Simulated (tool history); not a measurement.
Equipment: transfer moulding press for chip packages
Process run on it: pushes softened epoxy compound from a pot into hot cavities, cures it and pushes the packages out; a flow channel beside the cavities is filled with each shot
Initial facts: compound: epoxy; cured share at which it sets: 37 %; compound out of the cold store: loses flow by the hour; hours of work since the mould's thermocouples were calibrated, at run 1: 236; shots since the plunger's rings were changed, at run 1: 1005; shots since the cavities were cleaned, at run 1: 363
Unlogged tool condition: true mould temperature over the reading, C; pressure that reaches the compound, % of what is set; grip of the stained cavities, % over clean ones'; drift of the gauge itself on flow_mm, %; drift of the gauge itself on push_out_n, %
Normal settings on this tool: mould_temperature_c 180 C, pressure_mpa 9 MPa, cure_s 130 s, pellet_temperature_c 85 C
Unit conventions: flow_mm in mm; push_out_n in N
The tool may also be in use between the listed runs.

| run | hour | mould_temperature_c | pressure_mpa | cure_s | pellet_temperature_c | hours of work since the mould's thermocouples were calibrated | shots since the plunger's rings were changed | shots since the cavities were cleaned | incoming compound's hours out of the cold store | flow_mm | push_out_n |
|---|---|---|---|---|---|---|---|---|---|---|---|
| 1 | 0 | 180 | 9 | 130 | 85 | 236 | 1005 | 363 | 11.3 | 910 | 375 |
| 2 | 4.2 | 180 | 7.89 | 130 | 85 | 239 | 1042 | 400 | 29.4 | 812 | 383 |
| 3 | 9.2 | 180 | 9 | 130 | 82 | 242 | 1086 | 444 | 34.4 | 860 | 376 |
| 4 | 17.2 | 187 | 9 | 130 | 82 | 248 | 1156 | 514 | 47.7 | 814 | 355 |
| 5 | 23.3 | 187 | 9 | 130 | 82 | 252 | 1210 | 568 | 21.7 | 865 | 368 |
|  | 25.2 | cavities cleaned with cleaning compound and waxed |
| 6 | 31.5 | 180 | 9 | 130 | 80 | 256 | 1270 | 56 | 25 | 877 | 386 |
| 7 | 35.5 | 180 | 9 | 130 | 80 | 259 | 1305 | 91 | 15.6 | 909 | 372 |
| 8 | 40.3 | 180 | 9 | 130 | 94 | 262 | 1348 | 134 | 35.9 | 854 | 380 |
| 9 | 46.9 | 180 | 9 | 130 | 94 | 266 | 1407 | 193 | 41.5 | 846 | 379 |
| 10 | 55.5 | 180 | 9 | 130 | 85 | 272 | 1482 | 268 | 11.7 | 916 | 390 |
| 11 | 61.1 | 180 | 9.09 | 130 | 85 | 276 | 1532 | 318 | 23 | 893 | 376 |
| 12 | 70.7 | 176 | 9 | 130 | 85 | 282 | 1616 | 402 | 14.4 | 918 | 411 |
| 13 | 78.1 | 180 | 9 | 130 | 85 | 287 | 1682 | 468 | 40.1 | 847 | 358 |
| 14 | 87.2 | 180 | 9 | 130 | 85 | 293 | 1762 | 548 | 23.4 | 886 | 385 |
|  | 91.5 | cavities cleaned with cleaning compound and waxed |
| 15 | 94.8 | 185 | 8.79 | 122 | 87 | 297 | 1817 | 30 | 30.4 | 839 | 372 |
| 16 | 103.7 | 183 | 9 | 168 | 85 | 303 | 1895 | 108 | 13 | 900 | 349 |
| 17 | 110.6 | 184 | 8.32 | 118 | 79 | 307 | 1956 | 169 | 13 | 862 | 374 |
| 18 | 118.2 | 184 | 8.32 | 166 | 90 | 312 | 2023 | 236 | 14.7 | 857 | 338 |
| 19 | 124.1 | 184 | 8.32 | 166 | 90 | 316 | 2076 | 289 | 34.4 | 815 | 353 |
| 20 | 133.1 | 180 | 9 | 110 | 80 | 322 | 2155 | 368 | 28.8 | 875 | 434 |
| 21 | 142.2 | 176 | 9 | 121 | 92 | 328 | 2236 | 449 | 13.9 | 922 | 456 |
| 22 | 150.5 | 176 | 9 | 121 | 92 | 333 | 2309 | 522 | 24.2 | 890 | 451 |
|  | 157.7 | cavities cleaned with cleaning compound and waxed |
| 23 | 157.7 | 176 | 9 | 121 | 92 | 337 | 2359 | 0 | 24.9 | 897 | 444 |
| 24 | 167.2 | 176 | 9 | 121 | 92 | 343 | 2444 | 85 | 32.3 | 873 | 463 |
| 25 | 174.6 | 180 | 9.38 | 130 | 85 | 348 | 2509 | 150 | 29.7 | 891 | 388 |
| 26 | 182.7 | 180 | 9.38 | 130 | 85 | 353 | 2580 | 221 | 41.8 | 867 | 379 |
| 27 | 189.7 | 180 | 9.38 | 130 | 85 | 358 | 2642 | 283 | 20.5 | 911 | 382 |
|  | 193.7 | mould's thermocouples calibrated |
| 28 | 199.1 | 180 | 9 | 148 | 85 | 4 | 2708 | 349 | 30.6 | 866 | 348 |

Forecast each of these 5 alternatives for the next run:
| A | 203.2 | 180 | 9 | 111 | 85 | 6 | 2744 | 385 | 20.6 | ? | ? |
| B | 203.2 | 180 | 9 | 122 | 85 | 6 | 2744 | 385 | 13.3 | ? | ? |
| C | 203.2 | 180 | 9.45 | 135 | 85 | 6 | 2744 | 385 | 44.6 | ? | ? |
| D | 203.2 | 180 | 10.3 | 113 | 85 | 6 | 2744 | 385 | 40.8 | ? | ? |
| E | 203.2 | 180 | 9 | 130 | 87 | 6 | 2744 | 385 | 37.9 | ? | ? |

| run | flow_mm | push_out_n |
|---|---|---|
| A | 888 | 427 |
| B | 908 | 410 |
| C | 856 | 383 |
| D | 909 | 416 |
| E | 852 | 380 |
What these runs would have given with no unlogged condition in the tool:
| run | flow_mm | push_out_n |
|---|---|---|
| A | 889 | 422 |
| B | 908 | 405 |
| C | 856 | 379 |
| D | 910 | 411 |
| E | 852 | 376 |

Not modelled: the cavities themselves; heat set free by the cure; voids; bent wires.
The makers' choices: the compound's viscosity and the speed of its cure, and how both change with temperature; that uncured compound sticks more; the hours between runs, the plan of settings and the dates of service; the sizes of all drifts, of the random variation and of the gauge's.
